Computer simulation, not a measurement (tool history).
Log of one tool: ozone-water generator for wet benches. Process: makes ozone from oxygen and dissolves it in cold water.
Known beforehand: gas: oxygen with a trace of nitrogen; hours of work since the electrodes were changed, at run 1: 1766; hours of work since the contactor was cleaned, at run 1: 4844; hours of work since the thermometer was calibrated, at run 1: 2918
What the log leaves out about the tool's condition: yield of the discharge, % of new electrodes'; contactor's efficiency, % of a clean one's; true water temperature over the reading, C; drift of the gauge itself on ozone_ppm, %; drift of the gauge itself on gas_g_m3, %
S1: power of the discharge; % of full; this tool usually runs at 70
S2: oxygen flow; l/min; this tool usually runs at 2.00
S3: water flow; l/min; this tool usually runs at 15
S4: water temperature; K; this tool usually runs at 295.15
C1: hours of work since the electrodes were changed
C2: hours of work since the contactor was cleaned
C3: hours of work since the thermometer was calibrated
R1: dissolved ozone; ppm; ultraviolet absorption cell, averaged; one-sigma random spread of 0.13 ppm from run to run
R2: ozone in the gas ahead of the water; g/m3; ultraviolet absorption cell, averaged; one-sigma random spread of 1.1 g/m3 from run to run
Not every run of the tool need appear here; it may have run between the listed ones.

run,day,S1,S2,S3,S4,C1,C2,C3,R1,R2
1,0.000,70,2.00,15,295.15,1766,4844,2918,15.0,194.1
2,1.971,70,2.00,15,295.15,1806,4883,2957,15.0,194.9
3,5.083,70,2.00,15,295.15,1868,4945,3019,14.8,194.3
4,8.208,70,1.55,15,295.15,1930,5008,3081,14.4,220.8
5,9.971,70,1.55,15,295.15,1966,5043,3117,14.3,220.7
6,11.988,70,1.55,15,295.15,2006,5083,3157,14.3,220.4
7,15.050,70,2.00,15,301.15,2067,5144,3218,14.2,193.3
8,16.896,70,2.00,15,301.15,2104,5181,3255,13.9,194.7
9,18.242,70,2.00,15,288.15,2131,5208,3282,15.9,195.0
10,21.521,70,2.00,15,295.15,2196,5273,3347,15.1,194.0
11,23.708,70,2.00,15,295.15,2240,5317,3391,15.0,193.7
12,25.092,70,2.00,15,295.15,2267,5345,3419,15.1,194.2
13,28.000,70,2.00,15,295.15,2325,5403,3477,15.2,193.7
14,31.246,70,2.00,15,295.15,2390,5468,3541,15.2,194.6
15,33.317,70,1.23,15,295.15,2432,5509,3583,13.6,246.2
16,36.450,70,2.00,15,295.15,2494,5572,3645,15.3,192.7
17,39.738,70,2.00,15,295.15,2560,5637,3711,15.1,194.0
18,42.483,70,2.00,19,289.15,2615,5692,3766,13.0,193.0
19,45.542,70,2.00,23,295.15,2676,5753,3827,10.3,193.4
20,47.708,70,2.00,23,295.15,2719,5796,3870,10.0,194.8
21,50.829,70,2.00,23,295.15,2781,5859,3932,10.2,194.4
22,52.754,70,2.00,23,295.15,2820,5897,3971,10.2,195.0
23,55.692,70,2.00,23,295.15,2878,5956,4029,10.1,193.3
24,57.883,67,1.32,19,300.15,2922,5999,4073,10.3,231.9
25,60.704,67,1.03,21,300.15,2978,6056,4130,8.7,263.3
26,62.575,67,1.03,21,288.15,3016,6093,4167,9.0,264.6
27,64.321,70,1.55,15,296.15,3051,6128,4202,14.1,220.6
28,66.104,70,3.09,12,298.15,3086,6164,4237,17.7,155.6
29,68.929,70,3.09,12,298.15,3143,6220,4294,18.0,157.4
30,70.267,57,3.57,16,288.15,3169,6247,4320,14.9,129.2
31,73.288,57,3.57,16,288.15,3230,6307,4381,14.7,130.5
32,75.704,57,3.57,11,288.15,3278,6355,4429,19.5,129.2
33,78.492,57,3.57,11,288.15,3334,6411,4485,19.6,129.1

Predict each of these 4 candidate next runs independently; none follows another, all start after run 33:
A,80.192,41,3.57,11,288.15,3367,6445,4519,?,?
B,80.192,66,2.00,15,295.15,3367,6445,4519,?,?
C,80.192,69,2.00,10,295.15,3367,6445,4519,?,?
D,80.192,54,1.91,23,295.15,3367,6445,4519,?,?

run,R1,R2
A,16.4,106.3
B,14.6,188.9
C,20.6,191.5
D,8.6,170.6
Had the tool no hidden state, the same runs would have come out as:
run,R1,R2
A,16.4,106.3
B,14.6,189.0
C,20.6,191.6
D,8.6,170.7
